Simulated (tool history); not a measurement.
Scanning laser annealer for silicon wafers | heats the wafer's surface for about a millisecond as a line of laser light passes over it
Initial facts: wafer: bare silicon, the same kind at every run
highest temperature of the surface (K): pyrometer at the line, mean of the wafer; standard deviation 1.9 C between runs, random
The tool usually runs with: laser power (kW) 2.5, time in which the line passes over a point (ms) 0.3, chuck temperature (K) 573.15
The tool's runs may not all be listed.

| run | hour | laser power (kW) | time in which the line passes over a point (ms) | chuck temperature (K) | highest temperature of the surface (K) |
|---|---|---|---|---|---|
| 1 | 0 | 2.5 | 0.3 | 573.15 | 1374.15 |
| 2 | 27.1 | 2.5 | 0.3 | 573.15 | 1378.15 |
| 3 | 43 | 2.5 | 0.3 | 573.15 | 1377.15 |
| 4 | 55.8 | 2.5 | 0.3 | 573.15 | 1376.15 |
| 5 | 80.3 | 2.5 | 0.3 | 573.15 | 1377.15 |
| 6 | 100.8 | 2.5 | 0.3 | 573.15 | 1378.15 |
| 7 | 120.4 | 2.372 | 0.3 | 573.15 | 1323.15 |
| 8 | 145.6 | 2.5 | 0.3 | 599.15 | 1404.15 |
| 9 | 159.2 | 2.5 | 0.3 | 599.15 | 1398.15 |
| 10 | 171.7 | 2.5 | 0.3 | 599.15 | 1402.15 |
| 11 | 198.1 | 2.5 | 0.3 | 573.15 | 1374.15 |
| 12 | 212.3 | 2.5 | 0.3 | 573.15 | 1374.15 |
| 13 | 236.9 | 2.5 | 0.23 | 573.15 | 1277.15 |
| 14 | 263.1 | 2.5 | 0.3 | 573.15 | 1372.15 |
| 15 | 276.7 | 2.47 | 0.3 | 573.15 | 1360.15 |
| 16 | 300.4 | 2.47 | 0.298 | 573.15 | 1354.15 |
|  | 307.3 | optics aligned, line set to its width |
| 17 | 323.8 | 2.47 | 0.298 | 573.15 | 1348.15 |
| 18 | 338.4 | 2.218 | 0.315 | 574.15 | 1266.15 |
|  | 355.4 | optics aligned, line set to its width, once more |
| 19 | 355.4 | 2.145 | 0.298 | 574.15 | 1230.15 |
| 20 | 372.1 | 2.145 | 0.298 | 574.15 | 1233.15 |
| 21 | 392.1 | 2.145 | 0.298 | 574.15 | 1230.15 |
| 22 | 418 | 2.21 | 0.213 | 538.15 | 1119.15 |
| 23 | 446.6 | 2.21 | 0.213 | 538.15 | 1117.15 |
| 24 | 461.3 | 2.5 | 0.283 | 610.15 | 1390.15 |
| 25 | 488.5 | 2.214 | 0.279 | 581.15 | 1245.15 |
| 26 | 516.3 | 2.5 | 0.257 | 573.15 | 1320.15 |
| 27 | 534.7 | 2.5 | 0.257 | 573.15 | 1320.15 |
| 28 | 562.7 | 2.5 | 0.257 | 573.15 | 1318.15 |
| 29 | 588.8 | 2.548 | 0.229 | 601.15 | 1323.15 |
| 30 | 611.9 | 2.211 | 0.302 | 534.15 | 1218.15 |
| 31 | 631.1 | 2.465 | 0.211 | 569.15 | 1232.15 |
| 32 | 651.8 | 2.211 | 0.253 | 570.15 | 1195.15 |
| 33 | 674.6 | 2.612 | 0.353 | 541.15 | 1461.15 |

Predict each of these 4 candidate next runs independently; none follows another, all start after run 33:
| A | 698.7 | 2.612 | 0.328 | 541.15 | ? |
| B | 698.7 | 2.524 | 0.3 | 573.15 | ? |
| C | 698.7 | 2.322 | 0.337 | 611.15 | ? |
| D | 698.7 | 2.5 | 0.3 | 595.15 | ? |

| run | highest temperature of the surface (K) |
|---|---|
| A | 1426.15 |
| B | 1387.15 |
| C | 1379.15 |
| D | 1397.15 |
Without the tool's hidden state the same runs would have given:
| run | highest temperature of the surface (K) |
|---|---|
| A | 1444.15 |
| B | 1403.15 |
| C | 1394.15 |
| D | 1412.15 |

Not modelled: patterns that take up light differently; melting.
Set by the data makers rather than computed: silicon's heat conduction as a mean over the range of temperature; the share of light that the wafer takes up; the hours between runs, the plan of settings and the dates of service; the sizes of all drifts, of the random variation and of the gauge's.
